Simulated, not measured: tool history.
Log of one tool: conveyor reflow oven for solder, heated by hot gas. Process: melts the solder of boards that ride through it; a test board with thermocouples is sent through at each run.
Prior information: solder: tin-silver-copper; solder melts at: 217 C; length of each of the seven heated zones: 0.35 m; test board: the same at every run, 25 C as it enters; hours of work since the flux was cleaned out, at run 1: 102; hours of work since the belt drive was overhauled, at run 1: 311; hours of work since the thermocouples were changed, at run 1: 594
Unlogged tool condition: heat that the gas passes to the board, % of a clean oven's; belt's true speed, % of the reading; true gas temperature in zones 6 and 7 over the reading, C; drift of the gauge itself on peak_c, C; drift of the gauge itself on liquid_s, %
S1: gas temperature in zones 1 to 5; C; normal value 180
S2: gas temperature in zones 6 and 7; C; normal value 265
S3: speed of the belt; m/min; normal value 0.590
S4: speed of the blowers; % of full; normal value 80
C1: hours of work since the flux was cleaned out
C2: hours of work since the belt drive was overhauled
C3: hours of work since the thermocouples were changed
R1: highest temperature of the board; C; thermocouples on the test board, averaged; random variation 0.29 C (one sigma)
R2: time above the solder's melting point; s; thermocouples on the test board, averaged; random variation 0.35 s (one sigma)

run	hour	S1	S2	S3	S4	C1	C2	C3	R1	R2
1	0.0	180	265	0.590	80	102	311	594	256.2	59.4
2	23.9	180	265	0.512	80	116	325	608	259.2	71.1
3	46.8	180	265	0.512	80	130	339	622	258.6	71.6
4	57.6	180	265	0.512	80	136	345	628	258.8	71.2
5	82.1	180	259	0.590	80	151	360	643	250.4	56.1
# hour 109.1: flux residue cleaned out of gas plates and filters
6	111.6	188	265	0.590	80	1	375	658	256.9	63.0
7	135.5	188	265	0.590	80	16	389	672	257.2	62.3
8	150.8	188	265	0.590	80	25	398	681	257.0	63.1
9	162.6	188	265	0.696	80	32	405	688	252.5	50.2
10	186.8	188	265	0.696	80	47	420	703	252.8	50.4
# hour 199.2: flux residue cleaned out of gas plates and filters, once more
11	216.5	188	266	0.696	80	10	435	718	255.1	51.5
12	233.4	180	254	0.590	80	21	445	728	246.6	54.6
13	255.1	180	254	0.590	80	34	458	741	246.9	54.3
14	270.9	180	254	0.590	80	43	467	750	247.4	54.1
15	288.5	180	254	0.590	80	54	478	761	246.7	53.6
16	307.8	180	270	0.609	80	65	489	772	260.6	60.0
17	329.3	180	265	0.577	90	78	502	785	258.6	62.7
18	346.6	180	257	0.667	90	89	513	796	248.0	48.3
19	365.7	180	257	0.667	90	100	524	807	248.4	48.3
20	379.0	180	257	0.667	90	108	532	815	248.2	48.4
21	389.8	180	261	0.550	80	114	539	822	255.0	62.9
22	409.6	183	267	0.550	67	126	551	834	257.8	67.0
23	421.3	183	267	0.550	67	133	558	841	258.4	66.4
24	436.3	183	263	0.650	67	142	567	850	250.4	50.8
25	451.1	167	265	0.590	80	151	576	859	254.4	55.2
26	466.2	171	265	0.590	60	160	585	868	250.7	52.4
# hour 478.1: flux residue cleaned out of gas plates and filters
27	488.2	171	265	0.590	60	6	595	878	251.7	52.6
28	507.0	180	270	0.590	60	17	606	889	258.2	60.0
29	523.2	180	270	0.590	60	27	616	899	257.5	60.1
30	542.0	189	262	0.590	60	38	627	910	251.8	59.8

Forecast each of these 4 alternatives for the next run:
A	552.1	183	262	0.590	59	44	633	916	?	?
B	552.1	180	265	0.628	80	44	633	916	?	?
C	552.1	172	279	0.507	60	44	633	916	?	?
D	552.1	180	265	0.546	60	44	633	916	?	?

run	R1	R2
A	251.2	56.5
B	256.5	56.1
C	269.1	73.7
D	255.3	63.6
Without the tool's unlogged condition, the same runs would have read:
run	R1	R2
A	248.8	53.8
B	254.1	53.8
C	266.5	71.0
D	252.8	60.8

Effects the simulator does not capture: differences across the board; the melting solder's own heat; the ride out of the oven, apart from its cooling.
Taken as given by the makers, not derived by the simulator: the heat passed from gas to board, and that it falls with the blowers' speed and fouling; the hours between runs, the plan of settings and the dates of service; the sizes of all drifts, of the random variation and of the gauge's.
